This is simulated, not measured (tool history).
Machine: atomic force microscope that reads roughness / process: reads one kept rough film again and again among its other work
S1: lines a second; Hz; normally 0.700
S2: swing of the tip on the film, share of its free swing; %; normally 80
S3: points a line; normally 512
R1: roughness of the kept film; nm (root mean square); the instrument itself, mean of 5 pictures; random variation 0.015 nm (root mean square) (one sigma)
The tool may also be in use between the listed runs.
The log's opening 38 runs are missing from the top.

Run 39, hour 1066.3: usual settings but S1 0.534 Hz, S2 87 %, S3 761. Result: R1 3.552 nm (root mean square).
At hour 1077.9: new tip fitted.
Run 40, hour 1098.2: usual settings but S1 3.608 Hz, S2 66 %, S3 341. Result: R1 3.414 nm (root mean square).
Run 41, hour 1115.6: usual settings but S1 2.983 Hz, S2 65 %. Result: R1 3.425 nm (root mean square).
At hour 1132.6: new tip fitted.
Run 42, hour 1152.7: usual settings but S1 3.308 Hz, S2 64 %. Result: R1 3.502 nm (root mean square).
At hour 1189.2: new tip fitted.
Run 43, hour 1191.8: usual settings but S1 3.308 Hz, S2 64 %. Result: R1 3.555 nm (root mean square).
Run 44, hour 1229.3: usual settings but S1 3.308 Hz, S2 64 %. Result: R1 3.421 nm (root mean square).
At hour 1244.5: new tip fitted.
Run 45, hour 1248.7: usual settings but S1 3.308 Hz, S2 64 %. Result: R1 3.556 nm (root mean square).
Run 46, hour 1277.9: usual settings but S2 76 %, S3 575. Result: R1 3.611 nm (root mean square).
At hour 1298.9: new tip fitted.
Run 47, hour 1303.0: usual settings but S2 76 %, S3 575. Result: R1 3.668 nm (root mean square).
Run 48, hour 1323.2: usual settings but S1 0.697 Hz, S2 76 %, S3 575. Result: R1 3.630 nm (root mean square).

4 ways to go on from here, each from the tool as it stands after run 48. What would each give?
At hour 1354.0: new tip fitted.
Run A, hour 1354.0: usual settings but S1 3.611 Hz, S2 82 %, S3 575. Result: R1 ?.
At hour 1354.0: new tip fitted.
Run B, hour 1354.0: usual settings but S1 1.194 Hz, S2 70 %. Result: R1 ?.
At hour 1354.0: new tip fitted.
Run C, hour 1354.0: usual settings but S2 88 %, S3 282. Result: R1 ?.
At hour 1354.0: new tip fitted.
Run D, hour 1354.0: usual settings but S3 1018. Result: R1 ?.

run     R1
  A  3.123
  B  3.685
  C  3.632
  D  3.658
Take away the tool's hidden state, keep each run's random variation, and the runs would have read:
run     R1
  A  3.136
  B  3.700
  C  3.648
  D  3.673
